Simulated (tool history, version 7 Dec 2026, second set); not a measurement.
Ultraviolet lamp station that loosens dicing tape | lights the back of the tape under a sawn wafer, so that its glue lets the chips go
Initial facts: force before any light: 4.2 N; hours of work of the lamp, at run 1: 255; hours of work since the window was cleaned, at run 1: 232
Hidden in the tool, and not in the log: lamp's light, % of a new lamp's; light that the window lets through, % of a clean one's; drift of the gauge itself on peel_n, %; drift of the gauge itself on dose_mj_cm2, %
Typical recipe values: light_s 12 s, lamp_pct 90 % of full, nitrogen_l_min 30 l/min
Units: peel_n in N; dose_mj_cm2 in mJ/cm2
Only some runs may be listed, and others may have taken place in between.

run     day  light_s  lamp_pct  nitrogen_l_min  hours of work of the lamp  hours of work since the window was cleaned  peel_n  dose_mj_cm2
  1       0       12        90              30                        255                                         232    0.24          277
  2   0.454       12        90              30                        262                                         239   0.238          276
  3   0.862       12        90              30                        269                                         245    0.25          271
  4   1.312       12        90              30                        276                                         253   0.243          271
  5   1.754       12        90              30                        283                                         260    0.25          268
  6   2.538       12        90              30                        295                                         272   0.255          267
  7   2.938       12        67              30                        301                                         278   0.392          201
  8   3.775       12        67              30                        315                                         292   0.363          196
  9   4.546       14        67              30                        327                                         304   0.303          227
 10   5.021       14        67              30                        334                                         311   0.309          226
        5.6  -- window cleaned of glue's vapour
 11   5.621       14        67              30                        344                                           0   0.265          260
 12   6.329       14        87              15                        355                                          12   0.265          333
 13       7       12        61              30                        366                                          22   0.379          199
 14   7.421       12        65              15                        372                                          29   0.504          212
 15   8.112       18        80              50                        383                                          40   0.187          387
 16   8.988       18        80              50                        397                                          54   0.182          381
 17   9.621        9        94              60                        407                                          64   0.237          221
 18  10.238        9        94              60                        417                                          74   0.247          220

Forecast each of these 5 alternatives for the next run:
  A  10.758        9        78              21                        425                                          82       ?            ?
  B  10.758        6        95              14                        425                                          82       ?            ?
  C  10.758        8        71              30                        425                                          82       ?            ?
  D  10.758       19        90              30                        425                                          82       ?            ?
  E  10.758        6        63              18                        425                                          82       ?            ?

run  peel_n  dose_mj_cm2
  A   0.537          178
  B   0.919          142
  C   0.619          146
  D   0.186          445
  E   1.373           98
Without the tool's unlogged condition, the same runs would have read:
run  peel_n  dose_mj_cm2
  A   0.395          216
  B   0.703          172
  C   0.455          177
  D   0.182          537
  E   1.105          118

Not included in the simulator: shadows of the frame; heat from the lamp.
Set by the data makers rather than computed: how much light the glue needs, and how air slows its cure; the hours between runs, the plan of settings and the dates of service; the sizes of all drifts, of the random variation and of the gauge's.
